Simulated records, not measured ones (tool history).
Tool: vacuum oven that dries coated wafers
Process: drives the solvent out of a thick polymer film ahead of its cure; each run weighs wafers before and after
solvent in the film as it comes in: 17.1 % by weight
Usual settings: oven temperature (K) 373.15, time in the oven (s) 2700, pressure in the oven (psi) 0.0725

run    day  oven temperature (K)  time in the oven (s)  pressure in the oven (psi)  solvent left in the film (%)
  1      0                373.15                  2700                      0.0725                          0.84
  2  0.508                373.15                  4440                      0.0725                          0.35
  3  0.842                373.15                  2700                      0.0725                          0.78
  4  1.329                373.15                  2700                      0.0725                          0.83
  5  1.775                384.15                  2700                      0.0725                           0.2
  6  2.254                373.15                  2700                      0.0725                          0.82
  7   2.55                373.15                  1440                      0.0725                          2.67
  8  2.854                373.15                  1440                      0.0725                          2.67
  9  3.167                373.15                  1440                      0.0725                          2.67
 10  3.592                373.15                  2700                      0.0725                          0.85
 11  4.146                373.15                  2700                      0.0725                          0.81
     4.267  -- oven's thermocouples calibrated
 12  4.588                373.15                  2700                      0.0725                          0.77
 13  4.883                360.15                  2700                      0.1914                          4.35
 14  5.217                373.15                  2460                      0.2148                          1.36
 15  5.596                373.15                  2460                      0.0492                          0.86
 16  6.042                373.15                  3300                      0.0983                           0.6
 17  6.446                367.15                  1920                      0.0624                          3.03
      6.85  -- oven's thermocouples calibrated, once more
 18  7.033                367.15                  1920                      0.0624                          3.45
 19  7.554                366.15                  2700                      0.0576                          2.33
 20  8.021                373.15                  1320                      0.1941                          3.64
 21   8.35                374.15                  1320                      0.2075                          3.38
 22  8.721                366.15                  4380                      0.0725                          0.99
 23  9.196                380.15                  2040                       0.249                          1.03
 24  9.608                360.15                  2580                      0.0899                          4.57

Forecast each of these 3 alternatives for the next run:
  A  9.904                362.15                  1500                      0.0467                             ?
  B  9.904                372.15                  3780                      0.0474                             ?
  C  9.904                362.15                  2340                      0.0741                             ?

run  solvent left in the film (%)
  A                          6.32
  B                          0.47
  C                          4.28
Without the tool's hidden state the same runs would have given:
run  solvent left in the film (%)
  A                          6.33
  B                          0.41
  C                          4.27

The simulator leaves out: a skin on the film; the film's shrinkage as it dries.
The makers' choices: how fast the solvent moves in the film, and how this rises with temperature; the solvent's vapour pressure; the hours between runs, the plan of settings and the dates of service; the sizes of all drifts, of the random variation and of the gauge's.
